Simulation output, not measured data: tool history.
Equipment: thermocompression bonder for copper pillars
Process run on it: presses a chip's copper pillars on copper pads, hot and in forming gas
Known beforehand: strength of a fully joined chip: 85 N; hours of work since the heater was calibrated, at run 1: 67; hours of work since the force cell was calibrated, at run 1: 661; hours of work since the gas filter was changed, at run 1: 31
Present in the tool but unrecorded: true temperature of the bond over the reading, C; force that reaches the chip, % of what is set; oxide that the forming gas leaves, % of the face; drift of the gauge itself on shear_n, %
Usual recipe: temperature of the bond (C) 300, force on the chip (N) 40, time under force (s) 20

| run | hour | temperature of the bond (C) | force on the chip (N) | time under force (s) | hours of work since the heater was calibrated | hours of work since the force cell was calibrated | hours of work since the gas filter was changed | force that shears a chip off (N) |
|---|---|---|---|---|---|---|---|---|
| 1 | 0.0 | 300 | 40 | 20 | 67 | 661 | 31 | 42.2 |
| 2 | 17.6 | 291 | 40 | 20 | 75 | 669 | 39 | 37.2 |
| 3 | 27.9 | 300 | 40 | 20 | 80 | 673 | 44 | 41.9 |
| 4 | 41.0 | 300 | 55 | 20 | 86 | 680 | 50 | 51.4 |
| 5 | 58.8 | 300 | 55 | 20 | 94 | 688 | 58 | 50.6 |
| 6 | 78.7 | 306 | 40 | 20 | 103 | 697 | 67 | 43.8 |
| 7 | 87.9 | 306 | 40 | 20 | 107 | 701 | 72 | 44.3 |
| 8 | 108.2 | 306 | 40 | 20 | 117 | 710 | 81 | 43.6 |
| 9 | 121.3 | 300 | 40 | 20 | 123 | 717 | 87 | 40.8 |
| 10 | 141.4 | 300 | 40 | 51 | 132 | 726 | 96 | 54.4 |
| 11 | 152.9 | 300 | 40 | 51 | 137 | 731 | 102 | 54.0 |
| 12 | 173.1 | 300 | 40 | 51 | 147 | 740 | 111 | 54.3 |
| 13 | 183.8 | 300 | 40 | 20 | 152 | 745 | 116 | 39.9 |
| 14 | 197.2 | 300 | 40 | 20 | 158 | 751 | 122 | 39.7 |
| 15 | 218.6 | 300 | 40 | 42 | 168 | 761 | 132 | 50.8 |
| 16 | 235.2 | 300 | 40 | 20 | 175 | 769 | 139 | 40.5 |
|  | 238.9 | heater calibrated with a thermocouple chip |
| 17 | 256.8 | 300 | 40 | 20 | 8 | 778 | 148 | 39.9 |
| 18 | 266.0 | 300 | 40 | 20 | 12 | 782 | 153 | 40.1 |
|  | 272.5 | heater calibrated with a thermocouple chip, once more |
| 19 | 277.9 | 302 | 40 | 20 | 2 | 787 | 157 | 40.3 |
| 20 | 299.2 | 300 | 40 | 20 | 12 | 797 | 167 | 38.8 |
| 21 | 311.9 | 300 | 38 | 25 | 18 | 803 | 173 | 40.6 |
| 22 | 329.5 | 272 | 38 | 25 | 26 | 811 | 181 | 27.8 |
| 23 | 344.3 | 272 | 38 | 18 | 33 | 817 | 188 | 24.4 |
| 24 | 357.0 | 300 | 39 | 26 | 39 | 823 | 194 | 40.8 |
| 25 | 372.0 | 300 | 39 | 26 | 46 | 830 | 201 | 41.9 |
| 26 | 390.8 | 300 | 39 | 26 | 55 | 839 | 209 | 41.2 |
| 27 | 408.0 | 300 | 39 | 26 | 62 | 847 | 217 | 40.8 |
| 28 | 425.3 | 300 | 39 | 26 | 70 | 855 | 225 | 40.6 |
|  | 438.1 | forming gas filter changed |
| 29 | 438.2 | 300 | 39 | 26 | 76 | 860 | 0 | 47.1 |
| 30 | 453.5 | 325 | 52 | 16 | 83 | 868 | 7 | 60.2 |
| 31 | 471.6 | 325 | 52 | 16 | 92 | 876 | 15 | 60.4 |
| 32 | 487.6 | 325 | 52 | 16 | 99 | 883 | 23 | 59.9 |
| 33 | 508.1 | 286 | 31 | 12 | 108 | 893 | 32 | 23.2 |

Run 34, settings as shown, results not yet in. Your forecast:
| 34 | 527.3 | 283 | 40 | 20 | 117 | 902 | 41 | ? |

Logged for run 34: force that shears a chip off (N) 34.0.
Minus the tool's unlogged condition, the same run would have read force that shears a chip off (N) 32.2.

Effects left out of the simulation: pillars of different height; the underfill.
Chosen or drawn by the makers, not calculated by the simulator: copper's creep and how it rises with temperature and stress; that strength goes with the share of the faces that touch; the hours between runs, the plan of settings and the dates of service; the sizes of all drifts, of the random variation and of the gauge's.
